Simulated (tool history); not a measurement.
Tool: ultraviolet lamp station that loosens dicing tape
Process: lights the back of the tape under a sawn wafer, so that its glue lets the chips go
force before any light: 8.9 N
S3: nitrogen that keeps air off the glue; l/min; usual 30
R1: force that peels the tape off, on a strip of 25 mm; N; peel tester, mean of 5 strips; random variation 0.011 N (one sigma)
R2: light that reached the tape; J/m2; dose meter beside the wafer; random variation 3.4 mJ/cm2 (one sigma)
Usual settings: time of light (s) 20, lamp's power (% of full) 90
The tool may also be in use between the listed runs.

run 1 hour=0 | time_of_light_(s)=20 lamp's_power_(%_of_full)=90 S3=30 | R1=0.921 R2=3900
run 2 hour=14.7 | time_of_light_(s)=20 lamp's_power_(%_of_full)=90 S3=30 | R1=0.904 R2=3870
run 3 hour=39.4 | time_of_light_(s)=20 lamp's_power_(%_of_full)=74 S3=30 | R1=1.345 R2=3170
-- hour=42.1 lamp changed
-- hour=42.6 window cleaned of glue's vapour
run 4 hour=66.5 | time_of_light_(s)=20 lamp's_power_(%_of_full)=74 S3=30 | R1=0.691 R2=4430
run 5 hour=88.9 | time_of_light_(s)=20 lamp's_power_(%_of_full)=74 S3=30 | R1=0.708 R2=4420
run 6 hour=118.9 | time_of_light_(s)=20 lamp's_power_(%_of_full)=60 S3=30 | R1=1.073 R2=3550
run 7 hour=136.5 | time_of_light_(s)=20 lamp's_power_(%_of_full)=60 S3=30 | R1=1.079 R2=3480
run 8 hour=155.1 | time_of_light_(s)=20 lamp's_power_(%_of_full)=60 S3=30 | R1=1.127 R2=3500
run 9 hour=177.1 | time_of_light_(s)=17 lamp's_power_(%_of_full)=96 S3=36 | R1=0.573 R2=4730
run 10 hour=198.1 | time_of_light_(s)=17 lamp's_power_(%_of_full)=96 S3=36 | R1=0.583 R2=4720
run 11 hour=226.3 | time_of_light_(s)=19 lamp's_power_(%_of_full)=97 S3=12 | R1=0.959 R2=5250
run 12 hour=253.2 | time_of_light_(s)=20 lamp's_power_(%_of_full)=99 S3=30 | R1=0.459 R2=5600
run 13 hour=269.1 | time_of_light_(s)=20 lamp's_power_(%_of_full)=99 S3=30 | R1=0.443 R2=5590

Measured less the same run without the tool's hidden state. The same run-to-run variation is in both; the gauge's scatter may not be:
The hidden state here: lamp's light, % of a new lamp's; light that the window lets through, % of a clean one's; drift of the gauge itself on peel_n, %; drift of the gauge itself on dose_mj_cm2, %.
run=1 R1=+0.454 R2=-1670
run=2 R1=+0.454 R2=-1680
run=3 R1=+0.665 R2=-1420
run=4 R1=+0.024 R2=-80
run=5 R1=+0.035 R2=-120
run=6 R1=+0.069 R2=-140
run=7 R1=+0.081 R2=-160
run=8 R1=+0.097 R2=-180
run=9 R1=+0.058 R2=-280
run=10 R1=+0.065 R2=-310
run=11 R1=+0.124 R2=-390
run=12 R1=+0.059 R2=-470
run=13 R1=+0.062 R2=-510
